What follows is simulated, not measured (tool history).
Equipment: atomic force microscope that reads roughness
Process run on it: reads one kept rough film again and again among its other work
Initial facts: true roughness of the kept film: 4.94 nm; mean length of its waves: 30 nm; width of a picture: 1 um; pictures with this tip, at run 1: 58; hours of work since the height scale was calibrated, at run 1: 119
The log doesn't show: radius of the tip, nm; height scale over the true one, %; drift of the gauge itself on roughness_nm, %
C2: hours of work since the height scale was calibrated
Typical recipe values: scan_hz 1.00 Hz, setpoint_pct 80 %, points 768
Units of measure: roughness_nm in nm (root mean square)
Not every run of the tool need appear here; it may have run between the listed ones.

run 1 hour=0.0 | scan_hz=1.00 setpoint_pct=80 points=768 | pictures_with_this_tip=58 C2=119 | roughness_nm=2.757
run 2 hour=10.3 | scan_hz=1.50 setpoint_pct=80 points=768 | pictures_with_this_tip=74 C2=126 | roughness_nm=2.438
-- hour=12.4 new tip fitted
run 3 hour=22.3 | scan_hz=1.50 setpoint_pct=80 points=768 | pictures_with_this_tip=16 C2=133 | roughness_nm=3.270
run 4 hour=34.1 | scan_hz=1.50 setpoint_pct=80 points=768 | pictures_with_this_tip=35 C2=141 | roughness_nm=2.980
run 5 hour=39.8 | scan_hz=1.50 setpoint_pct=80 points=768 | pictures_with_this_tip=44 C2=145 | roughness_nm=2.838
run 6 hour=52.2 | scan_hz=1.50 setpoint_pct=80 points=768 | pictures_with_this_tip=65 C2=153 | roughness_nm=2.589
run 7 hour=58.3 | scan_hz=1.00 setpoint_pct=80 points=986 | pictures_with_this_tip=74 C2=157 | roughness_nm=2.614
-- hour=60.1 new tip fitted
run 8 hour=65.8 | scan_hz=1.00 setpoint_pct=80 points=986 | pictures_with_this_tip=9 C2=161 | roughness_nm=3.644
run 9 hour=71.4 | scan_hz=1.00 setpoint_pct=80 points=986 | pictures_with_this_tip=18 C2=165 | roughness_nm=3.447
run 10 hour=81.2 | scan_hz=1.00 setpoint_pct=69 points=768 | pictures_with_this_tip=34 C2=172 | roughness_nm=3.314
run 11 hour=91.9 | scan_hz=1.00 setpoint_pct=80 points=430 | pictures_with_this_tip=51 C2=179 | roughness_nm=2.887
run 12 hour=98.0 | scan_hz=1.00 setpoint_pct=80 points=430 | pictures_with_this_tip=61 C2=183 | roughness_nm=2.761
-- hour=108.3 new tip fitted
run 13 hour=108.3 | scan_hz=1.00 setpoint_pct=71 points=768 | pictures_with_this_tip=0 C2=189 | roughness_nm=3.985
run 14 hour=115.0 | scan_hz=1.00 setpoint_pct=80 points=768 | pictures_with_this_tip=11 C2=193 | roughness_nm=3.589
run 15 hour=121.0 | scan_hz=1.00 setpoint_pct=80 points=768 | pictures_with_this_tip=20 C2=197 | roughness_nm=3.409
run 16 hour=128.0 | scan_hz=1.00 setpoint_pct=63 points=768 | pictures_with_this_tip=32 C2=202 | roughness_nm=3.409
run 17 hour=139.1 | scan_hz=1.00 setpoint_pct=63 points=768 | pictures_with_this_tip=50 C2=209 | roughness_nm=3.117
run 18 hour=145.4 | scan_hz=1.00 setpoint_pct=63 points=768 | pictures_with_this_tip=60 C2=213 | roughness_nm=2.985
run 19 hour=152.8 | scan_hz=1.00 setpoint_pct=63 points=768 | pictures_with_this_tip=72 C2=218 | roughness_nm=2.822
-- hour=156.6 new tip fitted
run 20 hour=163.1 | scan_hz=1.00 setpoint_pct=88 points=768 | pictures_with_this_tip=11 C2=225 | roughness_nm=3.407
run 21 hour=173.1 | scan_hz=1.00 setpoint_pct=88 points=768 | pictures_with_this_tip=27 C2=231 | roughness_nm=3.112
run 22 hour=179.7 | scan_hz=1.00 setpoint_pct=88 points=768 | pictures_with_this_tip=38 C2=235 | roughness_nm=2.970
run 23 hour=186.3 | scan_hz=1.00 setpoint_pct=80 points=768 | pictures_with_this_tip=48 C2=240 | roughness_nm=2.942
run 24 hour=192.9 | scan_hz=1.00 setpoint_pct=80 points=768 | pictures_with_this_tip=59 C2=244 | roughness_nm=2.799
-- hour=194.7 height scale calibrated on a step standard
run 25 hour=204.0 | scan_hz=1.00 setpoint_pct=80 points=336 | pictures_with_this_tip=75 C2=6 | roughness_nm=2.598
-- hour=205.6 new tip fitted
run 26 hour=213.6 | scan_hz=1.00 setpoint_pct=87 points=859 | pictures_with_this_tip=13 C2=12 | roughness_nm=3.373
run 27 hour=221.9 | scan_hz=1.00 setpoint_pct=75 points=412 | pictures_with_this_tip=27 C2=18 | roughness_nm=3.318
run 28 hour=230.3 | scan_hz=1.00 setpoint_pct=75 points=412 | pictures_with_this_tip=40 C2=23 | roughness_nm=3.123
run 29 hour=238.9 | scan_hz=1.00 setpoint_pct=75 points=412 | pictures_with_this_tip=54 C2=29 | roughness_nm=2.907
run 30 hour=249.0 | scan_hz=1.00 setpoint_pct=57 points=920 | pictures_with_this_tip=70 C2=35 | roughness_nm=2.868
-- hour=253.5 new tip fitted
run 31 hour=257.4 | scan_hz=2.30 setpoint_pct=80 points=364 | pictures_with_this_tip=6 C2=40 | roughness_nm=3.214
run 32 hour=269.4 | scan_hz=2.30 setpoint_pct=80 points=364 | pictures_with_this_tip=26 C2=48 | roughness_nm=2.892
-- hour=271.4 height scale calibrated on a step standard, once more
run 33 hour=277.6 | scan_hz=1.00 setpoint_pct=80 points=546 | pictures_with_this_tip=37 C2=4 | roughness_nm=3.118
run 34 hour=285.3 | scan_hz=1.00 setpoint_pct=80 points=546 | pictures_with_this_tip=50 C2=9 | roughness_nm=2.929
run 35 hour=296.0 | scan_hz=1.00 setpoint_pct=77 points=337 | pictures_with_this_tip=67 C2=16 | roughness_nm=2.729
-- hour=302.3 new tip fitted
run 36 hour=302.4 | scan_hz=1.63 setpoint_pct=80 points=441 | pictures_with_this_tip=0 C2=20 | roughness_nm=3.613
run 37 hour=310.0 | scan_hz=1.00 setpoint_pct=80 points=271 | pictures_with_this_tip=12 C2=25 | roughness_nm=3.557
run 38 hour=315.4 | scan_hz=1.00 setpoint_pct=80 points=271 | pictures_with_this_tip=21 C2=29 | roughness_nm=3.365
run 39 hour=322.1 | scan_hz=3.45 setpoint_pct=80 points=354 | pictures_with_this_tip=32 C2=33 | roughness_nm=2.538
run 40 hour=327.4 | scan_hz=0.95 setpoint_pct=74 points=768 | pictures_with_this_tip=40 C2=36 | roughness_nm=3.190
run 41 hour=333.0 | scan_hz=0.64 setpoint_pct=79 points=684 | pictures_with_this_tip=49 C2=40 | roughness_nm=3.078
run 42 hour=344.8 | scan_hz=0.64 setpoint_pct=79 points=684 | pictures_with_this_tip=69 C2=48 | roughness_nm=2.824
-- hour=350.5 new tip fitted
run 43 hour=351.4 | scan_hz=2.09 setpoint_pct=60 points=768 | pictures_with_this_tip=1 C2=52 | roughness_nm=3.921
run 44 hour=358.6 | scan_hz=2.02 setpoint_pct=80 points=598 | pictures_with_this_tip=13 C2=56 | roughness_nm=3.203
run 45 hour=368.0 | scan_hz=0.86 setpoint_pct=68 points=399 | pictures_with_this_tip=28 C2=63 | roughness_nm=3.462
run 46 hour=374.4 | scan_hz=3.93 setpoint_pct=63 points=264 | pictures_with_this_tip=39 C2=67 | roughness_nm=2.924
run 47 hour=386.5 | scan_hz=1.35 setpoint_pct=80 points=768 | pictures_with_this_tip=58 C2=75 | roughness_nm=2.754
run 48 hour=392.1 | scan_hz=1.35 setpoint_pct=80 points=768 | pictures_with_this_tip=67 C2=78 | roughness_nm=2.615
-- hour=399.2 new tip fitted
run 49 hour=401.7 | scan_hz=2.46 setpoint_pct=80 points=305 | pictures_with_this_tip=4 C2=84 | roughness_nm=3.229

Consider 5 possible next runs. They are alternatives, not a sequence: every one starts from the tool as it was left by run 49. What does each give?
run A hour=411.5 | scan_hz=2.73 setpoint_pct=66 points=716 | pictures_with_this_tip=20 C2=91 | roughness_nm=?
run B hour=411.5 | scan_hz=1.87 setpoint_pct=87 points=752 | pictures_with_this_tip=20 C2=91 | roughness_nm=?
run C hour=411.5 | scan_hz=1.00 setpoint_pct=80 points=515 | pictures_with_this_tip=20 C2=91 | roughness_nm=?
run D hour=411.5 | scan_hz=1.16 setpoint_pct=81 points=390 | pictures_with_this_tip=20 C2=91 | roughness_nm=?
run E hour=411.5 | scan_hz=1.00 setpoint_pct=68 points=768 | pictures_with_this_tip=20 C2=91 | roughness_nm=?

run=A roughness_nm=3.337
run=B roughness_nm=2.950
run=C roughness_nm=3.441
run=D roughness_nm=3.296
run=E roughness_nm=3.559
The same runs, with their run-to-run variation unchanged, on a tool lacking any hidden condition would have given:
run=A roughness_nm=3.767
run=B roughness_nm=3.331
run=C roughness_nm=3.882
run=D roughness_nm=3.721
run=E roughness_nm=4.017
